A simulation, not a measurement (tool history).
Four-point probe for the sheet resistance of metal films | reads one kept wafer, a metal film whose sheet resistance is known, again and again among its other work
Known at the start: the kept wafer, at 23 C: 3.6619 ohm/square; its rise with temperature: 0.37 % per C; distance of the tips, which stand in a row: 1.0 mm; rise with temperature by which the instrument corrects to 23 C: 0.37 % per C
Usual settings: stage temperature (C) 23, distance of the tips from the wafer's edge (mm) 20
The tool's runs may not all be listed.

run	hour	stage temperature (C)	distance of the tips from the wafer's edge (mm)	sheet resistance as the instrument gives it (ohm/square)
1	0	23	20	3.636027
2	108.4	23	20	3.636802
3	184.9	23	20	3.635833
4	314.9	23	68	3.630432
5	386.3	23	68	3.628695
6	467.1	23	68	3.630072
7	579.4	23	20	3.633292
8	708.2	23	20	3.63377
9	768.1	23	20	3.631425
10	860.4	28	4	3.744721
# hour 905.6: new probe head fitted
11	974.8	28	4	3.800057

Run 12 comes next. What will it give?
# hour 1037.5: stage's thermometer calibrated
12	1045.6	28	4	?

{"run 12": {"sheet resistance as the instrument gives it (ohm/square)": 3.797672}}
Without the tool's hidden state the same run would have given sheet resistance as the instrument gives it (ohm/square) 3.780514.

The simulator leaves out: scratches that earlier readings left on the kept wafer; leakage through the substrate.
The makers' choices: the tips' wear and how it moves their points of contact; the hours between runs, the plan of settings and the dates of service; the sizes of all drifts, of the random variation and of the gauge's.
